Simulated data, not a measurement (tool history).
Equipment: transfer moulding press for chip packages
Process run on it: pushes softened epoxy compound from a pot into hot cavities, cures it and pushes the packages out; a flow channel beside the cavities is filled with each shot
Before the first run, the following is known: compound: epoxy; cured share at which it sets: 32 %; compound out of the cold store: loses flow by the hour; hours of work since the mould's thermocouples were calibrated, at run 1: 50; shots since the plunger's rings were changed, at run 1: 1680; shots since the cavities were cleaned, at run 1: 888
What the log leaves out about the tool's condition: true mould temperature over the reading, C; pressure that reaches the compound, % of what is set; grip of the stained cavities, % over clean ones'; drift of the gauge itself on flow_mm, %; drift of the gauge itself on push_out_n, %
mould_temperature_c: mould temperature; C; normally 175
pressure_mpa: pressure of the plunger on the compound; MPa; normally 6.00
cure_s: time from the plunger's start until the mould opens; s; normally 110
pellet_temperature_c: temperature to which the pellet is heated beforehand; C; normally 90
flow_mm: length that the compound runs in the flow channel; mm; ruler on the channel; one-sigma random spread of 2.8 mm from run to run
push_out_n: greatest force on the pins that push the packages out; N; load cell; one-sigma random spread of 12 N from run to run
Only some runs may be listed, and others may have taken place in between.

run   hour  mould_temperature_c  pressure_mpa  cure_s  pellet_temperature_c  hours of work since the mould's thermocouples were calibrated  shots since the plunger's rings were changed  shots since the cavities were cleaned  incoming compound's hours out of the cold store  flow_mm  push_out_n
  1    0.0                  175          6.00     110                    90                                                             50                                          1680                                    888                                             13.7      917         860
  2   10.1                  175          5.92     110                    90                                                             58                                          1818                                   1026                                             40.9      791         843
      14.5  -- cavities cleaned with cleaning compound and waxed
  3   24.5                  175          5.92     110                    90                                                             68                                          1994                                    137                                             38.4      793         621
  4   37.9                  175          4.73     110                    90                                                             79                                          2177                                    320                                             20.4      778         733
  5   45.4                  181          6.00     110                    90                                                             84                                          2280                                    423                                             46.3      743         584
  6   52.3                  181          6.00     110                    90                                                             90                                          2374                                    517                                             26.2      822         608
  7   61.4                  175          6.00     110                    90                                                             97                                          2499                                    642                                             23.5      863         819
  8   70.6                  175          6.00     110                    90                                                            104                                          2623                                    766                                             34.5      812         827
      78.9  -- plunger's sealing rings changed
  9   83.9                  175          6.00     116                    90                                                            112                                            68                                    914                                             22.1      894         781
 10   89.6                  175          6.00     116                    90                                                            117                                           146                                    992                                             35.2      835         787
      96.0  -- cavities cleaned with cleaning compound and waxed
 11   97.9                  175          6.00     116                    90                                                            122                                           238                                     25                                             38.0      826         544
 12  109.1                  175          6.00     110                    90                                                            131                                           391                                    178                                             42.1      804         654
 13  116.1                  175          6.00     110                    90                                                            136                                           487                                    274                                             11.1      941         709
 14  123.3                  175          6.00     110                    90                                                            142                                           585                                    372                                             24.8      875         728
 15  134.4                  168          6.00     110                    90                                                            150                                           736                                    523                                             15.9      955        1393
 16  140.5                  170          6.00     147                    90                                                            155                                           820                                    607                                             33.6      859         719
 17  149.1                  170          6.00     147                    90                                                            162                                           938                                    725                                             29.2      874         730
 18  159.2                  175          5.56     110                    95                                                            169                                          1076                                    863                                             42.1      766         808
 19  170.9                  180          6.80      91                    97                                                            179                                          1236                                   1023                                             44.4      812         891
     175.6  -- cavities cleaned with cleaning compound and waxed
 20  179.9                  180          6.80      91                    86                                                            184                                          1338                                     59                                             29.4      880         648
 21  189.9                  180          6.80      91                    86                                                            192                                          1475                                    196                                             46.7      805         686
 22  197.3                  175          5.40     110                    82                                                            198                                          1576                                    297                                             44.9      744         698
 23  207.0                  175          5.40     110                    82                                                            205                                          1708                                    429                                             46.6      738         717
 24  217.5                  175          5.40     110                    82                                                            214                                          1852                                    573                                             19.7      842         814
 25  228.0                  175          5.40     110                    82                                                            222                                          1994                                    715                                             26.5      813         832
 26  235.3                  175          5.40     110                    82                                                            227                                          2094                                    815                                             40.9      759         849
 27  246.3                  175          5.40     110                    82                                                            236                                          2244                                    965                                             46.7      729         854
     254.4  -- cavities cleaned with cleaning compound and waxed
 28  257.8                  175          6.00     112                    90                                                            244                                          2381                                     45                                             20.3      873         599

Branching from run 28: 4 alternative next runs. What would each branch give?
  A  270.7                  175          6.00     112                    90                                                            254                                          2558                                    222                                             10.6        ?           ?
  B  270.7                  175          6.00     102                    90                                                            254                                          2558                                    222                                             25.3        ?           ?
  C  270.7                  175          6.44     112                    90                                                            254                                          2558                                    222                                             39.5        ?           ?
  D  270.7                  175          6.54     112                    90                                                            254                                          2558                                    222                                             34.7        ?           ?

run  flow_mm  push_out_n
  A      920         696
  B      849         785
  C      820         636
  D      846         668
With the hidden condition removed and each run's random variation left untouched, the same runs would have given:
run  flow_mm  push_out_n
  A      953         578
  B      880         652
  C      849         528
  D      876         554
